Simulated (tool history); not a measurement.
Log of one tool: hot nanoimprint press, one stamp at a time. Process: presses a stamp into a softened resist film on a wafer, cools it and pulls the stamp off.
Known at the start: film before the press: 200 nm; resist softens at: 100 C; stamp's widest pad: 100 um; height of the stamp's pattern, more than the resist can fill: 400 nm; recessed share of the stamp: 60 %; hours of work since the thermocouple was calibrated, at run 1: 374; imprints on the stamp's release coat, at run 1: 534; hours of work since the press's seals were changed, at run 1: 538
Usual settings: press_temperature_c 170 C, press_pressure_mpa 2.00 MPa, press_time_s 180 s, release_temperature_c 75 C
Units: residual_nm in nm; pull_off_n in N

| run | hour | press_temperature_c | press_pressure_mpa | press_time_s | release_temperature_c | hours of work since the thermocouple was calibrated | imprints on the stamp's release coat | hours of work since the press's seals were changed | residual_nm | pull_off_n |
|---|---|---|---|---|---|---|---|---|---|---|
| 1 | 0.0 | 170 | 2.00 | 180 | 75 | 374 | 534 | 538 | 89.1 | 230 |
| 2 | 27.0 | 170 | 2.00 | 180 | 75 | 387 | 605 | 551 | 89.2 | 236 |
| 3 | 47.6 | 170 | 2.00 | 180 | 75 | 397 | 660 | 561 | 89.0 | 234 |
| 4 | 96.2 | 170 | 2.00 | 180 | 75 | 419 | 789 | 583 | 89.1 | 244 |
| 5 | 127.8 | 170 | 2.00 | 180 | 75 | 434 | 873 | 598 | 88.8 | 248 |
|  | 156.5 | stamp cleaned and given a new release coat |
| 6 | 163.1 | 170 | 2.00 | 167 | 75 | 448 | 17 | 612 | 90.3 | 206 |
| 7 | 205.3 | 170 | 2.00 | 167 | 75 | 468 | 129 | 632 | 90.6 | 206 |
| 8 | 237.0 | 170 | 2.00 | 180 | 75 | 483 | 213 | 647 | 87.5 | 211 |
| 9 | 266.7 | 170 | 2.00 | 180 | 75 | 496 | 292 | 660 | 88.3 | 215 |
| 10 | 314.3 | 170 | 2.00 | 329 | 75 | 519 | 419 | 683 | 70.3 | 225 |
| 11 | 345.5 | 170 | 2.00 | 180 | 71 | 533 | 502 | 697 | 87.1 | 248 |
| 12 | 368.0 | 166 | 2.00 | 180 | 71 | 544 | 561 | 708 | 106.3 | 260 |
| 13 | 395.1 | 166 | 2.00 | 180 | 71 | 557 | 634 | 721 | 106.3 | 261 |
| 14 | 425.6 | 166 | 2.00 | 180 | 71 | 571 | 715 | 735 | 105.5 | 261 |
|  | 431.8 | plate thermocouple calibrated |
| 15 | 465.8 | 161 | 2.00 | 180 | 75 | 16 | 814 | 752 | 142.4 | 254 |
| 16 | 491.7 | 169 | 2.14 | 217 | 61 | 28 | 882 | 765 | 90.8 | 354 |
|  | 516.1 | stamp cleaned and given a new release coat |
| 17 | 537.7 | 169 | 2.14 | 217 | 61 | 47 | 58 | 783 | 90.5 | 291 |
| 18 | 578.7 | 170 | 1.21 | 262 | 69 | 66 | 167 | 803 | 105.1 | 253 |
| 19 | 617.3 | 178 | 1.44 | 148 | 80 | 84 | 269 | 821 | 80.6 | 194 |
| 20 | 664.8 | 170 | 2.00 | 180 | 67 | 106 | 395 | 843 | 93.9 | 277 |
| 21 | 689.9 | 170 | 2.00 | 180 | 67 | 118 | 462 | 855 | 94.2 | 285 |
| 22 | 732.4 | 180 | 2.00 | 180 | 67 | 138 | 575 | 875 | 56.0 | 293 |
| 23 | 765.7 | 180 | 2.00 | 180 | 67 | 154 | 663 | 890 | 56.2 | 289 |
| 24 | 814.7 | 170 | 2.52 | 102 | 73 | 177 | 794 | 913 | 101.7 | 262 |
| 25 | 849.2 | 160 | 2.52 | 230 | 75 | 193 | 885 | 929 | 127.8 | 254 |
|  | 874.1 | stamp cleaned and given a new release coat |
| 26 | 886.5 | 170 | 1.42 | 180 | 61 | 208 | 33 | 944 | 108.0 | 288 |
| 27 | 922.7 | 168 | 1.40 | 161 | 62 | 225 | 130 | 961 | 123.1 | 290 |
| 28 | 957.8 | 168 | 1.40 | 161 | 62 | 241 | 223 | 977 | 122.2 | 298 |
|  | 979.8 | press's hydraulic seals changed and the load cell set to zero |
| 29 | 1003.1 | 170 | 1.91 | 180 | 75 | 258 | 322 | 11 | 90.1 | 224 |

Forecast each of these 3 alternatives for the next run:
| A | 1046.9 | 182 | 1.91 | 180 | 75 | 279 | 439 | 31 | ? | ? |
| B | 1046.9 | 170 | 1.91 | 180 | 65 | 279 | 439 | 31 | ? | ? |
| C | 1046.9 | 170 | 1.91 | 180 | 82 | 279 | 439 | 31 | ? | ? |

| run | residual_nm | pull_off_n |
|---|---|---|
| A | 49.4 | 228 |
| B | 90.4 | 292 |
| C | 90.0 | 181 |
Without the tool's hidden state the same runs would have given:
| run | residual_nm | pull_off_n |
|---|---|---|
| A | 52.2 | 213 |
| B | 95.7 | 271 |
| C | 95.3 | 170 |
